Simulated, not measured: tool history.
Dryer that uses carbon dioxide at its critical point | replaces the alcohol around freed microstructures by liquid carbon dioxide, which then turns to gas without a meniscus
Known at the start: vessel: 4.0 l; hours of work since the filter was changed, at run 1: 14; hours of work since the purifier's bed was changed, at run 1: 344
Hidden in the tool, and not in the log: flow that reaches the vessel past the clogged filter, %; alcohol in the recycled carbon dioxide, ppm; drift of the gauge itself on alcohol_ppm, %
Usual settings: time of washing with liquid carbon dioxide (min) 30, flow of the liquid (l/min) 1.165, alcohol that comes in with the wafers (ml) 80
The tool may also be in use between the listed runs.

run,hour,time of washing with liquid carbon dioxide (min),flow of the liquid (l/min),alcohol that comes in with the wafers (ml),hours of work since the filter was changed,hours of work since the purifier's bed was changed,alcohol left in the vessel before it's heated (ppm by volume)
1,0.0,30,1.165,80,14,344,95
2,45.7,30,1.840,80,43,372,88
3,80.3,30,1.910,80,64,394,86
4,127.6,30,1.165,80,94,424,118
5,170.3,28,1.165,80,121,450,129
6,204.1,30,1.165,53,142,472,113
7,254.2,30,1.165,53,173,503,130
8,306.5,30,1.165,80,206,536,149
9,328.6,30,1.165,80,220,550,154
10,355.7,30,1.165,42,237,567,139
11,388.4,30,1.165,80,257,587,153
12,413.5,30,1.165,80,273,603,176
13,450.1,30,1.165,80,296,626,149
14,474.9,30,1.165,80,312,641,164
15,507.0,30,1.165,80,332,661,175
16,532.3,30,1.165,80,348,677,184
17,556.1,30,1.165,80,363,692,165
18,589.5,44,1.165,80,383,713,161
19,620.0,30,1.165,22,403,732,168
20,659.9,30,1.165,22,428,757,184
21,694.4,30,1.165,22,449,779,178
# hour 740.4: inlet filter changed
22,748.5,30,1.165,80,5,812,193
23,801.3,30,1.165,80,38,845,196
24,846.9,30,1.165,80,67,874,201
25,873.5,30,1.040,67,83,890,230
26,899.9,20,0.880,71,100,907,707
27,950.8,20,0.880,71,132,939,717
28,992.1,31,1.520,23,158,965,217
29,1028.9,29,1.720,78,181,988,224
30,1058.5,24,1.540,110,199,1006,250
31,1100.7,26,1.160,53,226,1033,256
32,1147.4,24,1.750,93,255,1062,246
33,1197.1,36,1.410,21,286,1093,248
34,1235.7,36,1.410,21,310,1117,265
# hour 1246.4: purifier's bed changed
35,1290.8,36,1.410,21,343,28,7
36,1320.7,25,0.910,59,362,47,191
37,1370.1,34,1.250,93,393,78,29
38,1422.7,34,1.250,93,426,111,33
39,1463.8,24,0.830,93,451,136,572
# hour 1503.6: inlet filter changed
40,1515.2,24,0.830,70,7,168,334
41,1562.7,43,1.230,80,37,198,49
42,1602.5,43,1.230,80,62,223,62
43,1648.8,25,1.165,35,91,252,84
44,1694.6,25,1.165,35,120,280,90
45,1724.8,39,1.165,105,139,299,72
46,1752.3,19,0.980,105,156,316,691

Forecast each of these 3 alternatives for the next run:
A,1796.5,19,0.980,44,184,344,?
B,1796.5,19,1.450,40,184,344,?
C,1796.5,40,1.430,93,184,344,?

run,alcohol left in the vessel before it's heated (ppm by volume)
A,342
B,117
C,88
Without the tool's hidden state the same runs would have given:
run,alcohol left in the vessel before it's heated (ppm by volume)
A,237
B,33
C,9

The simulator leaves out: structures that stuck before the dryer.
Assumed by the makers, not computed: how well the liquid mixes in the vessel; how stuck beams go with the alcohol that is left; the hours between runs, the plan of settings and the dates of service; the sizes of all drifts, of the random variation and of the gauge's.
